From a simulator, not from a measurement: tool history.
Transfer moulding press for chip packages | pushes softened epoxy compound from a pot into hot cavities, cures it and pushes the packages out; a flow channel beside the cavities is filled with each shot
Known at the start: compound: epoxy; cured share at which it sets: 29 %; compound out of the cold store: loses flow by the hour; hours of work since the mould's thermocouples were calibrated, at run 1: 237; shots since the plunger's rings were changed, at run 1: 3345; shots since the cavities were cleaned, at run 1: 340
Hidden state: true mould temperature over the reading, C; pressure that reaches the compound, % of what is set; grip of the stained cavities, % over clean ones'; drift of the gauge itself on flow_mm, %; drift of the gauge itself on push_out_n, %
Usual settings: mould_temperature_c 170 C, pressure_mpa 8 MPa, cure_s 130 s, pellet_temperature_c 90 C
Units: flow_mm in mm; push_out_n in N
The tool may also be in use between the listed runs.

run	hour	mould_temperature_c	pressure_mpa	cure_s	pellet_temperature_c	hours of work since the mould's thermocouples were calibrated	shots since the plunger's rings were changed	shots since the cavities were cleaned	incoming compound's hours out of the cold store	flow_mm	push_out_n
1	0	170	8	130	90	237	3345	340	31.8	603	247
2	57.3	170	8	130	90	276	3889	884	15.1	666	323
# hour 86.4: cavities cleaned with cleaning compound and waxed
3	111.7	170	8	130	90	312	4392	240	42.5	550	398
4	164.2	170	8	130	90	347	4891	739	15.4	648	407
# hour 209: plunger's sealing rings changed
# hour 210.5: cavities cleaned with cleaning compound and waxed
5	210.5	170	8	130	90	376	0	0	42.6	597	164
6	266.5	170	8	130	90	413	532	532	41.8	596	276
7	323.8	170	8.11	130	90	452	1077	1077	13.3	713	325
# hour 332.8: cavities cleaned with cleaning compound and waxed
# hour 365.3: cavities cleaned with cleaning compound and waxed, once more
8	373	170	8.11	130	90	483	1515	73	18.5	676	188
9	398.1	170	8.11	130	90	500	1754	312	18.8	675	245
10	423.7	170	8.11	130	90	517	1997	555	47.3	562	263
11	456.4	170	8.11	130	91	540	2308	866	45.3	564	304
# hour 486.5: cavities cleaned with cleaning compound and waxed
12	505.5	170	8	130	90	572	2760	180	23.8	642	219
13	531.3	170	8	155	90	589	3005	425	31.2	605	248
14	555.9	170	8	130	90	606	3239	659	13.3	671	304
15	604.5	170	8	130	90	638	3700	1120	40.9	563	324
# hour 610.7: cavities cleaned with cleaning compound and waxed
16	657.5	171	8	130	95	673	4190	445	8.8	681	252
17	698.2	164	8	169	90	701	4576	831	46.2	544	301
# hour 734.4: cavities cleaned with cleaning compound and waxed
18	743.1	164	8	169	90	730	4989	83	23.5	620	180
# hour 776.6: plunger's sealing rings changed
19	778.8	164	8	169	90	752	21	398	28.4	665	235
# hour 795: mould's thermocouples calibrated
20	812.3	164	7.5	137	85	12	320	697	14.8	698	391

Forecast run 21:
# hour 860.6: cavities cleaned with cleaning compound and waxed
21	860.6	164	7.5	137	85	43	765	0	30.6	?	?

{"run 21": {"flow_mm": 636, "push_out_n": 233}}
Without the tool's hidden state the same run would have given flow_mm 646 mm, push_out_n 235 N.

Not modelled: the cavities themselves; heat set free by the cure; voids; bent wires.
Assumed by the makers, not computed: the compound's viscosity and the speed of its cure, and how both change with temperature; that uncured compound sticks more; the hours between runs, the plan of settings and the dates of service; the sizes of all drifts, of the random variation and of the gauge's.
